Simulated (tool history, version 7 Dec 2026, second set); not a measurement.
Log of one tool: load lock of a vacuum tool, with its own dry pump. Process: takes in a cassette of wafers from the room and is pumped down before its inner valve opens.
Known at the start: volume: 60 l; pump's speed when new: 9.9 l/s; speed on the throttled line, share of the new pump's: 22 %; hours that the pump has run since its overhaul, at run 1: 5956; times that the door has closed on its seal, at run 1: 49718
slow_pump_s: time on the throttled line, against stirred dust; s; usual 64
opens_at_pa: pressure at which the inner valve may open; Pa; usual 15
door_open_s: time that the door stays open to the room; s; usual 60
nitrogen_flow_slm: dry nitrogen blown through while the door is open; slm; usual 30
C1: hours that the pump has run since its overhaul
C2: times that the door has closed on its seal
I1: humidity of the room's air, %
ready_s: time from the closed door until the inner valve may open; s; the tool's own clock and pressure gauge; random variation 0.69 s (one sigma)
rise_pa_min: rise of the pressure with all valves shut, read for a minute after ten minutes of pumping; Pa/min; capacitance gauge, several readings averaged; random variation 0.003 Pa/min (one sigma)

{"run": 1, "day": 0.0, "slow_pump_s": 64, "opens_at_pa": 15, "door_open_s": 60, "nitrogen_flow_slm": 30, "C1": 5956, "C2": 49718, "I1": 44.6, "ready_s": 105.5, "rise_pa_min": 0.569}
{"run": 2, "day": 4.629, "slow_pump_s": 64, "opens_at_pa": 15, "door_open_s": 60, "nitrogen_flow_slm": 30, "C1": 6067, "C2": 50182, "I1": 39.9, "ready_s": 106.4, "rise_pa_min": 0.581}
{"run": 3, "day": 8.85, "slow_pump_s": 64, "opens_at_pa": 15, "door_open_s": 60, "nitrogen_flow_slm": 30, "C1": 6169, "C2": 50605, "I1": 41.2, "ready_s": 106.3, "rise_pa_min": 0.581}
{"run": 4, "day": 13.679, "slow_pump_s": 64, "opens_at_pa": 15, "door_open_s": 60, "nitrogen_flow_slm": 30, "C1": 6284, "C2": 51089, "I1": 43.7, "ready_s": 105.9, "rise_pa_min": 0.598}
{"run": 5, "day": 17.983, "slow_pump_s": 64, "opens_at_pa": 15, "door_open_s": 60, "nitrogen_flow_slm": 18, "C1": 6388, "C2": 51521, "I1": 48.1, "ready_s": 105.7, "rise_pa_min": 0.617}
{"run": 6, "day": 26.258, "slow_pump_s": 64, "opens_at_pa": 15, "door_open_s": 60, "nitrogen_flow_slm": 18, "C1": 6586, "C2": 52351, "I1": 43.5, "ready_s": 105.7, "rise_pa_min": 0.629}
{"run": 7, "day": 34.154, "slow_pump_s": 64, "opens_at_pa": 15, "door_open_s": 60, "nitrogen_flow_slm": 12, "C1": 6776, "C2": 53142, "I1": 46.2, "ready_s": 105.9, "rise_pa_min": 0.643}
{"run": 8, "day": 37.517, "slow_pump_s": 64, "opens_at_pa": 15, "door_open_s": 60, "nitrogen_flow_slm": 12, "C1": 6856, "C2": 53480, "I1": 45.2, "ready_s": 105.0, "rise_pa_min": 0.655}
{"run": 9, "day": 43.45, "slow_pump_s": 64, "opens_at_pa": 15, "door_open_s": 60, "nitrogen_flow_slm": 12, "C1": 6999, "C2": 54074, "I1": 41.4, "ready_s": 105.9, "rise_pa_min": 0.647}
{"run": 10, "day": 47.204, "slow_pump_s": 64, "opens_at_pa": 15, "door_open_s": 60, "nitrogen_flow_slm": 12, "C1": 7089, "C2": 54451, "I1": 46.5, "ready_s": 106.8, "rise_pa_min": 0.667}
{"run": 11, "day": 53.267, "slow_pump_s": 64, "opens_at_pa": 15, "door_open_s": 60, "nitrogen_flow_slm": 12, "C1": 7234, "C2": 55059, "I1": 44.8, "ready_s": 107.2, "rise_pa_min": 0.673}
{"run": 12, "day": 60.512, "slow_pump_s": 64, "opens_at_pa": 15, "door_open_s": 60, "nitrogen_flow_slm": 30, "C1": 7408, "C2": 55785, "I1": 46.4, "ready_s": 105.6, "rise_pa_min": 0.701}
{"run": 13, "day": 64.704, "slow_pump_s": 64, "opens_at_pa": 15, "door_open_s": 60, "nitrogen_flow_slm": 30, "C1": 7509, "C2": 56206, "I1": 46.9, "ready_s": 106.9, "rise_pa_min": 0.704}
{"run": 14, "day": 69.367, "slow_pump_s": 64, "opens_at_pa": 15, "door_open_s": 60, "nitrogen_flow_slm": 30, "C1": 7621, "C2": 56673, "I1": 44.0, "ready_s": 107.2, "rise_pa_min": 0.705}
{"run": 15, "day": 74.975, "slow_pump_s": 64, "opens_at_pa": 15, "door_open_s": 60, "nitrogen_flow_slm": 8, "C1": 7755, "C2": 57235, "I1": 45.9, "ready_s": 107.4, "rise_pa_min": 0.717}
{"run": 16, "day": 81.675, "slow_pump_s": 64, "opens_at_pa": 15, "door_open_s": 60, "nitrogen_flow_slm": 8, "C1": 7916, "C2": 57907, "I1": 48.5, "ready_s": 106.2, "rise_pa_min": 0.746}
{"run": 17, "day": 86.875, "slow_pump_s": 64, "opens_at_pa": 14, "door_open_s": 60, "nitrogen_flow_slm": 30, "C1": 8041, "C2": 58428, "I1": 45.6, "ready_s": 106.8, "rise_pa_min": 0.74}
{"run": 18, "day": 94.6, "slow_pump_s": 64, "opens_at_pa": 14, "door_open_s": 60, "nitrogen_flow_slm": 30, "C1": 8226, "C2": 59203, "I1": 45.1, "ready_s": 108.5, "rise_pa_min": 0.742}
{"day": 95.088, "done": "door's seal changed, seat wiped"}
{"run": 19, "day": 99.071, "slow_pump_s": 64, "opens_at_pa": 14, "door_open_s": 60, "nitrogen_flow_slm": 30, "C1": 8332, "C2": 399, "I1": 44.6, "ready_s": 107.3, "rise_pa_min": 0.046}
{"run": 20, "day": 105.071, "slow_pump_s": 64, "opens_at_pa": 14, "door_open_s": 60, "nitrogen_flow_slm": 30, "C1": 8476, "C2": 1001, "I1": 42.7, "ready_s": 106.9, "rise_pa_min": 0.046}
{"run": 21, "day": 113.308, "slow_pump_s": 64, "opens_at_pa": 14, "door_open_s": 60, "nitrogen_flow_slm": 30, "C1": 8674, "C2": 1827, "I1": 46.6, "ready_s": 108.5, "rise_pa_min": 0.047}
{"run": 22, "day": 120.417, "slow_pump_s": 64, "opens_at_pa": 14, "door_open_s": 60, "nitrogen_flow_slm": 30, "C1": 8845, "C2": 2539, "I1": 44.9, "ready_s": 107.7, "rise_pa_min": 0.045}
{"run": 23, "day": 128.2, "slow_pump_s": 64, "opens_at_pa": 14, "door_open_s": 60, "nitrogen_flow_slm": 30, "C1": 9031, "C2": 3320, "I1": 43.4, "ready_s": 107.9, "rise_pa_min": 0.056}
{"run": 24, "day": 132.892, "slow_pump_s": 64, "opens_at_pa": 12, "door_open_s": 60, "nitrogen_flow_slm": 20, "C1": 9144, "C2": 3790, "I1": 40.5, "ready_s": 107.6, "rise_pa_min": 0.058}
{"run": 25, "day": 140.954, "slow_pump_s": 48, "opens_at_pa": 15, "door_open_s": 59, "nitrogen_flow_slm": 30, "C1": 9337, "C2": 4598, "I1": 43.9, "ready_s": 95.7, "rise_pa_min": 0.055}
{"run": 26, "day": 148.671, "slow_pump_s": 105, "opens_at_pa": 19, "door_open_s": 173, "nitrogen_flow_slm": 14, "C1": 9523, "C2": 5372, "I1": 40.3, "ready_s": 138.2, "rise_pa_min": 0.126}
{"run": 27, "day": 153.308, "slow_pump_s": 88, "opens_at_pa": 19, "door_open_s": 120, "nitrogen_flow_slm": 14, "C1": 9634, "C2": 5837, "I1": 45.5, "ready_s": 125.0, "rise_pa_min": 0.116}
{"run": 28, "day": 160.079, "slow_pump_s": 44, "opens_at_pa": 19, "door_open_s": 36, "nitrogen_flow_slm": 14, "C1": 9796, "C2": 6516, "I1": 47.2, "ready_s": 90.0, "rise_pa_min": 0.067}
{"run": 29, "day": 164.117, "slow_pump_s": 44, "opens_at_pa": 19, "door_open_s": 36, "nitrogen_flow_slm": 14, "C1": 9893, "C2": 6921, "I1": 44.4, "ready_s": 90.4, "rise_pa_min": 0.065}
{"run": 30, "day": 168.138, "slow_pump_s": 106, "opens_at_pa": 17, "door_open_s": 35, "nitrogen_flow_slm": 7, "C1": 9990, "C2": 7324, "I1": 46.2, "ready_s": 138.8, "rise_pa_min": 0.075}

Run 31 comes next. What will it give?
{"run": 31, "day": 173.279, "slow_pump_s": 54, "opens_at_pa": 24, "door_open_s": 48, "nitrogen_flow_slm": 15, "C1": 10113, "C2": 7840, "I1": 41.0, "ready_s": "?", "rise_pa_min": "?"}

{"run 31": {"ready_s": 96.7, "rise_pa_min": 0.075}}
Without the tool's hidden state the same run would have given ready_s 93.1 s, rise_pa_min 0.039 Pa/min.
